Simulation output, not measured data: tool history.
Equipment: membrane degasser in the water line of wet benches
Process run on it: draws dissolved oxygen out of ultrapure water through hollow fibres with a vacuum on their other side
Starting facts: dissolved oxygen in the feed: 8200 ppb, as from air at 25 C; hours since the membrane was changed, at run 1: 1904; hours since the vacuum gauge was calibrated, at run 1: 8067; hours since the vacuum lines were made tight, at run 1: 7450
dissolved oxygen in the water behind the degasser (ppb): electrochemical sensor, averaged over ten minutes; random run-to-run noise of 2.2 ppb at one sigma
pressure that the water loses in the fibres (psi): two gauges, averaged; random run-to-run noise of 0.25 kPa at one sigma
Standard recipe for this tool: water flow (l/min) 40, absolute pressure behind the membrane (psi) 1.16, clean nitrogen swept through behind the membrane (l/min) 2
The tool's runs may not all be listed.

run,hour,water flow (l/min),absolute pressure behind the membrane (psi),clean nitrogen swept through behind the membrane (l/min),hours since the membrane was changed,hours since the vacuum gauge was calibrated,hours since the vacuum lines were made tight,dissolved oxygen in the water behind the degasser (ppb),pressure that the water loses in the fibres (psi)
1,0,40,1.16,2,1904,8067,7450,238.7,9.886
2,200.3,40,1.16,2,2104,8267,7651,237.3,9.868
3,389.2,40,1.16,2.68,2293,8456,7840,190.1,9.96
4,496.7,40,0.817,2,2400,8563,7947,141,9.918
# hour 571.1: vacuum gauge calibrated
5,719.4,40,1.16,2,2623,148,8169,218.2,9.871
6,873.7,40,1.16,2,2777,303,8324,216.5,9.955
7,991.3,40,1.59,2,2894,420,8441,347.8,9.937
8,1147.2,40,1.59,2,3050,576,8597,341.6,9.967
9,1357.7,40,1.59,2,3261,787,8808,343.8,9.951
10,1559,40,1.59,2,3462,988,9009,348.8,9.992
11,1688.4,40,1.59,2,3592,1117,9138,344.4,9.944
12,1787.3,40,1.59,2,3690,1216,9237,353.4,10.035
# hour 1926.2: seals of the vacuum lines changed
13,1988.8,40,1.59,2,3890,1416,63,345.2,9.96
14,2143,40,1.16,2,4044,1570,217,218.7,9.976
15,2335.9,40,1.16,2,4237,1763,410,219.7,10.002
16,2490.2,40,1.16,2,4391,1917,564,220.6,10.002
17,2605,25,0.859,4.04,4506,2032,679,44.1,6.247
18,2704.1,33,1.128,2,4605,2131,778,175.9,8.306
19,2854.9,40,2.226,3.65,4756,2282,929,316.9,10.113

Predict the results of run 20:
20,2971.7,26,1.752,3.65,4873,2399,1045,?,?

dissolved oxygen in the water behind the degasser (ppb): 155.8
pressure that the water loses in the fibres (psi): 6.503
If the tool had no hidden condition, the same run with the same run-to-run variation would have returned dissolved oxygen in the water behind the degasser (ppb) 152.3, pressure that the water loses in the fibres (psi) 6.361.

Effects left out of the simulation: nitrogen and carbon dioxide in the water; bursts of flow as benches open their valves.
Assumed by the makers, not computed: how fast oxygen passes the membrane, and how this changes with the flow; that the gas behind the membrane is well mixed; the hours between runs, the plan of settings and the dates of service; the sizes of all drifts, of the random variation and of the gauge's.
